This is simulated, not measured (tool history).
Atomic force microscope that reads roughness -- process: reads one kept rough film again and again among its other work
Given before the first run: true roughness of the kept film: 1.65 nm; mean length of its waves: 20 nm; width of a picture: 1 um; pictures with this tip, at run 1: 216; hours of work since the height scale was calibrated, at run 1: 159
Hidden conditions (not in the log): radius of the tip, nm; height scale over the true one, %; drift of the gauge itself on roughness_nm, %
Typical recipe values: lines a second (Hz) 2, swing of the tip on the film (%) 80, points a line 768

run	day	lines a second (Hz)	swing of the tip on the film (%)	points a line	pictures with this tip	hours of work since the height scale was calibrated	roughness of the kept film (nm (root mean square))
1	0	2	80	768	216	159	1.201
# day 0.904: new tip fitted
2	1.871	2	80	768	36	192	1.2
3	3.138	2	80	768	84	214	1.21
4	5.383	2	81	768	169	254	1.182
5	6.683	2	82	768	218	277	1.174
# day 7.612: new tip fitted
6	8.858	2	82	768	47	315	1.19
7	10.229	2	83	768	99	339	1.189
8	11.204	2	83	768	136	357	1.175
9	12.838	2	83	768	198	386	1.172
# day 14.242: new tip fitted
10	14.467	2	83	768	9	414	1.176
11	15.996	2	88	768	67	441	1.13
12	18.2	2	88	768	150	480	1.13
13	19.879	2	88	768	214	510	1.127
# day 20.938: new tip fitted
14	21.779	2	88	768	32	544	1.132
15	23.15	2	88	768	84	568	1.12
16	25.021	2	88	768	155	601	1.128
17	27.4	2	80	768	245	643	1.206
# day 27.638: new tip fitted
18	29.533	2	80	304	72	681	1.18
19	31.5	2	80	581	146	715	1.202
20	32.638	2	77	522	189	736	1.218
# day 34.212: new tip fitted
21	34.212	2	80	366	0	763	1.184
22	36.4	2	62	442	83	802	1.312
23	38.579	1.11	64	319	165	841	1.327
24	40.229	0.51	82	301	228	870	1.303
# day 40.904: new tip fitted
25	42.308	2	56	496	53	906	1.342
26	44.438	2	56	496	133	944	1.337
27	46.221	0.62	86	286	201	976	1.29
28	47.196	0.62	86	286	238	993	1.274

The next listed run, before its measurement:
# day 47.558: new tip fitted
29	49.021	2	85	768	55	1025	?

For run 29 the tool returned roughness of the kept film (nm (root mean square)) 1.15.
Minus the tool's unlogged condition, the same run would have read roughness of the kept film (nm (root mean square)) 1.152.

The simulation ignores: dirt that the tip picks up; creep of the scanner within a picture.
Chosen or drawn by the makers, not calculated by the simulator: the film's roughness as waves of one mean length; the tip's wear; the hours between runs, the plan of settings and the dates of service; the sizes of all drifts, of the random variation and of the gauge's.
